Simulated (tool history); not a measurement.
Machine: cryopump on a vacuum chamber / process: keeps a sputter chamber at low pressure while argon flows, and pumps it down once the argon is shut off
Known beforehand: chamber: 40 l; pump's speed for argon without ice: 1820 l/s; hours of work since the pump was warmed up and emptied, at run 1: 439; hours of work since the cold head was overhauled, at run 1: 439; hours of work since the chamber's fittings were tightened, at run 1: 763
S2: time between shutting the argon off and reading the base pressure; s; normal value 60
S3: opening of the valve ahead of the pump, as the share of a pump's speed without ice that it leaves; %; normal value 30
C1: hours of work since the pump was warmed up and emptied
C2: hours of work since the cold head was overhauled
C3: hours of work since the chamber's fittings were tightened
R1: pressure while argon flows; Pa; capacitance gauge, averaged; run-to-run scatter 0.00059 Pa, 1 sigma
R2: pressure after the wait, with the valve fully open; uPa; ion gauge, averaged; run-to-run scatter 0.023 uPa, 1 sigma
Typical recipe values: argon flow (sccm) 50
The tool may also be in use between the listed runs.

{"run": 1, "hour": 0.0, "argon flow (sccm)": 50, "S2": 60, "S3": 30, "C1": 439, "C2": 439, "C3": 763, "R1": 0.1575, "R2": 1.06}
{"run": 2, "hour": 15.7, "argon flow (sccm)": 50, "S2": 60, "S3": 30, "C1": 450, "C2": 450, "C3": 774, "R1": 0.1575, "R2": 1.11}
{"run": 3, "hour": 32.3, "argon flow (sccm)": 50, "S2": 60, "S3": 30, "C1": 462, "C2": 462, "C3": 786, "R1": 0.1568, "R2": 1.1}
{"run": 4, "hour": 47.9, "argon flow (sccm)": 23, "S2": 60, "S3": 30, "C1": 473, "C2": 473, "C3": 797, "R1": 0.0735, "R2": 1.16}
{"run": 5, "hour": 60.4, "argon flow (sccm)": 50, "S2": 60, "S3": 30, "C1": 482, "C2": 482, "C3": 806, "R1": 0.1573, "R2": 1.14}
{"run": 6, "hour": 76.0, "argon flow (sccm)": 50, "S2": 60, "S3": 30, "C1": 493, "C2": 493, "C3": 817, "R1": 0.1588, "R2": 1.12}
{"run": 7, "hour": 84.5, "argon flow (sccm)": 50, "S2": 36, "S3": 30, "C1": 499, "C2": 499, "C3": 823, "R1": 0.157, "R2": 1.58}
{"run": 8, "hour": 92.7, "argon flow (sccm)": 50, "S2": 36, "S3": 30, "C1": 505, "C2": 505, "C3": 829, "R1": 0.1576, "R2": 1.52}
{"run": 9, "hour": 109.8, "argon flow (sccm)": 50, "S2": 36, "S3": 30, "C1": 517, "C2": 517, "C3": 841, "R1": 0.1575, "R2": 1.5}
{"run": 10, "hour": 126.0, "argon flow (sccm)": 50, "S2": 60, "S3": 30, "C1": 528, "C2": 528, "C3": 853, "R1": 0.1578, "R2": 1.16}
{"run": 11, "hour": 143.2, "argon flow (sccm)": 50, "S2": 60, "S3": 30, "C1": 541, "C2": 541, "C3": 865, "R1": 0.1583, "R2": 1.19}
{"run": 12, "hour": 157.7, "argon flow (sccm)": 50, "S2": 60, "S3": 30, "C1": 551, "C2": 551, "C3": 875, "R1": 0.1578, "R2": 1.15}
{"run": 13, "hour": 171.1, "argon flow (sccm)": 50, "S2": 60, "S3": 30, "C1": 560, "C2": 560, "C3": 885, "R1": 0.1587, "R2": 1.17}
{"run": 14, "hour": 187.7, "argon flow (sccm)": 50, "S2": 60, "S3": 30, "C1": 572, "C2": 572, "C3": 896, "R1": 0.1596, "R2": 1.21}
{"run": 15, "hour": 195.6, "argon flow (sccm)": 83, "S2": 60, "S3": 30, "C1": 578, "C2": 578, "C3": 902, "R1": 0.2633, "R2": 1.18}
{"run": 16, "hour": 203.9, "argon flow (sccm)": 83, "S2": 60, "S3": 30, "C1": 584, "C2": 584, "C3": 908, "R1": 0.2642, "R2": 1.2}
{"run": 17, "hour": 214.0, "argon flow (sccm)": 50, "S2": 112, "S3": 30, "C1": 591, "C2": 591, "C3": 915, "R1": 0.1585, "R2": 0.9}
{"run": 18, "hour": 222.8, "argon flow (sccm)": 34, "S2": 60, "S3": 30, "C1": 597, "C2": 597, "C3": 921, "R1": 0.1079, "R2": 1.21}
{"run": 19, "hour": 231.7, "argon flow (sccm)": 35, "S2": 62, "S3": 33, "C1": 603, "C2": 603, "C3": 928, "R1": 0.1021, "R2": 1.18}
{"run": 20, "hour": 249.1, "argon flow (sccm)": 66, "S2": 61, "S3": 33, "C1": 616, "C2": 616, "C3": 940, "R1": 0.1914, "R2": 1.19}
{"run": 21, "hour": 261.0, "argon flow (sccm)": 66, "S2": 61, "S3": 33, "C1": 624, "C2": 624, "C3": 949, "R1": 0.192, "R2": 1.18}
{"run": 22, "hour": 277.3, "argon flow (sccm)": 24, "S2": 294, "S3": 30, "C1": 636, "C2": 636, "C3": 960, "R1": 0.0761, "R2": 0.78}
{"run": 23, "hour": 287.1, "argon flow (sccm)": 48, "S2": 105, "S3": 51, "C1": 643, "C2": 643, "C3": 967, "R1": 0.0924, "R2": 0.98}
{"run": 24, "hour": 296.7, "argon flow (sccm)": 48, "S2": 105, "S3": 51, "C1": 650, "C2": 650, "C3": 974, "R1": 0.0915, "R2": 1.0}
{"run": 25, "hour": 313.2, "argon flow (sccm)": 48, "S2": 105, "S3": 51, "C1": 661, "C2": 661, "C3": 986, "R1": 0.0924, "R2": 1.01}
{"run": 26, "hour": 329.9, "argon flow (sccm)": 35, "S2": 59, "S3": 51, "C1": 673, "C2": 673, "C3": 997, "R1": 0.067, "R2": 1.27}
{"run": 27, "hour": 338.7, "argon flow (sccm)": 35, "S2": 59, "S3": 51, "C1": 680, "C2": 680, "C3": 1004, "R1": 0.0667, "R2": 1.23}
{"run": 28, "hour": 353.9, "argon flow (sccm)": 50, "S2": 73, "S3": 30, "C1": 690, "C2": 690, "C3": 1015, "R1": 0.1592, "R2": 1.2}
{"run": 29, "hour": 364.8, "argon flow (sccm)": 50, "S2": 73, "S3": 30, "C1": 698, "C2": 698, "C3": 1022, "R1": 0.1591, "R2": 1.15}
{"run": 30, "hour": 376.7, "argon flow (sccm)": 50, "S2": 73, "S3": 30, "C1": 706, "C2": 706, "C3": 1031, "R1": 0.1599, "R2": 1.14}
{"run": 31, "hour": 393.8, "argon flow (sccm)": 73, "S2": 73, "S3": 30, "C1": 719, "C2": 719, "C3": 1043, "R1": 0.2331, "R2": 1.15}
{"run": 32, "hour": 409.7, "argon flow (sccm)": 89, "S2": 222, "S3": 32, "C1": 730, "C2": 730, "C3": 1054, "R1": 0.2658, "R2": 0.91}
{"run": 33, "hour": 426.1, "argon flow (sccm)": 34, "S2": 211, "S3": 25, "C1": 742, "C2": 742, "C3": 1066, "R1": 0.1303, "R2": 0.92}
{"run": 34, "hour": 434.3, "argon flow (sccm)": 50, "S2": 60, "S3": 39, "C1": 747, "C2": 747, "C3": 1072, "R1": 0.1237, "R2": 1.27}

Alternative continuations, all from the tool just after run 34; predict every row:
{"run": "A", "hour": 445.6, "argon flow (sccm)": 50, "S2": 61, "S3": 30, "C1": 755, "C2": 755, "C3": 1080, "R1": "?", "R2": "?"}
{"run": "B", "hour": 445.6, "argon flow (sccm)": 50, "S2": 60, "S3": 23, "C1": 755, "C2": 755, "C3": 1080, "R1": "?", "R2": "?"}
{"run": "C", "hour": 445.6, "argon flow (sccm)": 25, "S2": 60, "S3": 39, "C1": 755, "C2": 755, "C3": 1080, "R1": "?", "R2": "?"}

run=A R1=0.1600 R2=1.27
run=B R1=0.2067 R2=1.30
run=C R1=0.0629 R2=1.31
Stripped of hidden state, with their random variation kept, the same runs would have yielded:
run=A R1=0.1548 R2=0.68
run=B R1=0.2015 R2=0.71
run=C R1=0.0602 R2=0.71

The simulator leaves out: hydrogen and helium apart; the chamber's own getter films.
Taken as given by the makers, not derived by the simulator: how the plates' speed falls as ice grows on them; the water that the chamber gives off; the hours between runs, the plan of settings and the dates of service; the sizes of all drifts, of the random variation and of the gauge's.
